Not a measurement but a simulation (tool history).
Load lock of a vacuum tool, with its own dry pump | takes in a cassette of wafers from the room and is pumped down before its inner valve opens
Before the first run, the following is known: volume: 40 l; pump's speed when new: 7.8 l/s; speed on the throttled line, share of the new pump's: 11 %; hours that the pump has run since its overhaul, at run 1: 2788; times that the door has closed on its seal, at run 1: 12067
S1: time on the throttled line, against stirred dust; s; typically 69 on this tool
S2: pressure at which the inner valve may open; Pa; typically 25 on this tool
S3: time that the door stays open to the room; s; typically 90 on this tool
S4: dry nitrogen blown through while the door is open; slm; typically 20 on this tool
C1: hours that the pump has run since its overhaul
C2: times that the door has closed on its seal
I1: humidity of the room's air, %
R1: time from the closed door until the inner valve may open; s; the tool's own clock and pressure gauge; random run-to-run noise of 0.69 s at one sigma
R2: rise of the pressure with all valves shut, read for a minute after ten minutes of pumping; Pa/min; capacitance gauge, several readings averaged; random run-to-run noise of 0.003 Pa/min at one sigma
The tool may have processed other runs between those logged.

Run 1, day 0.000: usual settings; C1 2788; C2 12067; I1 46.6. Result: R1 105.2 s, R2 0.184 Pa/min.
Run 2, day 15.521: usual settings; C1 3160; C2 12602; I1 44.2. Result: R1 105.1 s, R2 0.199 Pa/min.
Run 3, day 24.004: usual settings; C1 3364; C2 12894; I1 46.0. Result: R1 105.1 s, R2 0.204 Pa/min.
Run 4, day 33.996: usual settings; C1 3604; C2 13239; I1 49.5. Result: R1 105.4 s, R2 0.205 Pa/min.
Run 5, day 43.983: usual settings; C1 3843; C2 13583; I1 45.1. Result: R1 105.0 s, R2 0.212 Pa/min.
Run 6, day 50.392: usual settings; C1 3997; C2 13804; I1 45.2. Result: R1 105.7 s, R2 0.215 Pa/min.
Run 7, day 63.067: usual settings; C1 4301; C2 14241; I1 43.8. Result: R1 105.3 s, R2 0.224 Pa/min.
Run 8, day 71.542: usual settings; C1 4505; C2 14533; I1 42.9. Result: R1 106.2 s, R2 0.230 Pa/min.
Run 9, day 84.600: usual settings but S4 19 slm; C1 4818; C2 14983; I1 46.6. Result: R1 106.4 s, R2 0.248 Pa/min.
Run 10, day 94.767: usual settings but S4 19 slm; C1 5062; C2 15334; I1 47.1. Result: R1 105.9 s, R2 0.251 Pa/min.
Run 11, day 106.796: usual settings; C1 5351; C2 15748; I1 45.8. Result: R1 106.8 s, R2 0.262 Pa/min.
Run 12, day 115.104: usual settings; C1 5550; C2 16035; I1 42.1. Result: R1 106.2 s, R2 0.267 Pa/min.
Run 13, day 128.567: usual settings; C1 5873; C2 16499; I1 43.8. Result: R1 106.3 s, R2 0.276 Pa/min.
Run 14, day 136.104: usual settings; C1 6054; C2 16759; I1 48.1. Result: R1 105.9 s, R2 0.286 Pa/min.
Run 15, day 142.858: usual settings; C1 6216; C2 16992; I1 46.1. Result: R1 106.4 s, R2 0.292 Pa/min.
Run 16, day 151.054: usual settings; C1 6413; C2 17274; I1 49.1. Result: R1 106.1 s, R2 0.296 Pa/min.
Run 17, day 162.362: usual settings; C1 6684; C2 17664; I1 46.1. Result: R1 107.3 s, R2 0.302 Pa/min.
Run 18, day 175.646: usual settings but S2 20 Pa; C1 7003; C2 18122; I1 46.8. Result: R1 107.4 s, R2 0.320 Pa/min.
Run 19, day 189.058: usual settings but S1 47 s, S2 35 Pa, S3 107 s, S4 5 slm; C1 7325; C2 18584; I1 47.5. Result: R1 85.5 s, R2 0.350 Pa/min.
Run 20, day 199.579: usual settings but S3 33 s; C1 7578; C2 18947; I1 45.5. Result: R1 108.0 s, R2 0.336 Pa/min.
Run 21, day 206.104: usual settings but S2 43 Pa, S3 110 s, S4 38 slm; C1 7734; C2 19172; I1 47.4. Result: R1 103.9 s, R2 0.339 Pa/min.
Run 22, day 216.325: usual settings but S2 43 Pa, S3 110 s, S4 38 slm; C1 7980; C2 19524; I1 44.3. Result: R1 104.2 s, R2 0.348 Pa/min.
Run 23, day 227.412: usual settings but S2 43 Pa, S3 110 s, S4 38 slm; C1 8246; C2 19906; I1 44.0. Result: R1 103.8 s, R2 0.359 Pa/min.
Run 24, day 238.196: usual settings but S2 43 Pa, S3 110 s, S4 38 slm; C1 8504; C2 20278; I1 43.2. Result: R1 105.8 s, R2 0.369 Pa/min.
Run 25, day 248.746: usual settings but S1 40 s, S2 47 Pa, S3 37 s, S4 15 slm; C1 8758; C2 20642; I1 45.4. Result: R1 78.1 s, R2 0.376 Pa/min.
Run 26, day 259.425: usual settings but S1 44 s, S4 21 slm; C1 9014; C2 21010; I1 44.5. Result: R1 86.0 s, R2 0.397 Pa/min.
Run 27, day 266.529: usual settings but S1 88 s, S2 46 Pa, S3 84 s, S4 26 slm; C1 9184; C2 21255; I1 47.6. Result: R1 120.7 s, R2 0.408 Pa/min.
Run 28, day 274.921: usual settings but S1 67 s, S2 19 Pa; C1 9386; C2 21544; I1 46.8. Result: R1 107.0 s, R2 0.418 Pa/min.
Run 29, day 289.662: usual settings but S2 21 Pa, S3 95 s; C1 9740; C2 22052; I1 46.2. Result: R1 110.4 s, R2 0.419 Pa/min.
Run 30, day 300.729: usual settings but S1 75 s, S2 24 Pa, S3 71 s, S4 6 slm; C1 10005; C2 22434; I1 45.6. Result: R1 114.0 s, R2 0.441 Pa/min.
Run 31, day 311.438: usual settings but S1 135 s, S2 41 Pa, S3 34 s; C1 10262; C2 22803; I1 47.0. Result: R1 163.1 s, R2 0.433 Pa/min.
Run 32, day 321.404: usual settings but S1 121 s, S2 41 Pa, S3 34 s, S4 31 slm; C1 10501; C2 23147; I1 49.3. Result: R1 150.5 s, R2 0.446 Pa/min.
Run 33, day 327.733: usual settings but S1 53 s, S2 19 Pa, S3 34 s, S4 31 slm; C1 10653; C2 23365; I1 50.7. Result: R1 95.7 s, R2 0.440 Pa/min.
At day 334.088: door's seal changed, seat wiped.
Run 34, day 340.438: usual settings but S1 126 s, S2 19 Pa, S3 70 s, S4 31 slm; C1 10957; C2 219; I1 43.9. Result: R1 159.9 s, R2 0.017 Pa/min.
Run 35, day 354.771: usual settings but S1 126 s, S2 19 Pa, S3 70 s, S4 31 slm; C1 11301; C2 713; I1 46.1. Result: R1 160.7 s, R2 0.018 Pa/min.
Run 36, day 368.804: usual settings but S1 126 s, S2 19 Pa, S3 70 s, S4 31 slm; C1 11637; C2 1196; I1 45.3. Result: R1 160.1 s, R2 0.021 Pa/min.

Branching from run 36: 4 alternative next runs. What would each branch give?
Run A, day 379.792: usual settings but S1 51 s, S2 19 Pa, S3 42 s, S4 11 slm; C1 11901; C2 1575; I1 47.6. Result: R1 ?, R2 ?.
Run B, day 379.792: usual settings but S1 37 s, S2 28 Pa, S3 28 s, S4 31 slm; C1 11901; C2 1575; I1 45.9. Result: R1 ?, R2 ?.
Run C, day 379.792: usual settings but S3 96 s, S4 34 slm; C1 11901; C2 1575; I1 49.1. Result: R1 ?, R2 ?.
Run D, day 379.792: usual settings but S1 76 s, S2 41 Pa, S4 5 slm; C1 11901; C2 1575; I1 47.0. Result: R1 ?, R2 ?.

run     R1     R2
  A   93.9  0.023
  B   80.3  0.014
  C  109.5  0.022
  D  110.7  0.049
Take away the tool's hidden state, keep each run's random variation, and the runs would have read:
run     R1     R2
  A   88.9  0.015
  B   75.3  0.006
  C  104.9  0.014
  D  106.6  0.041
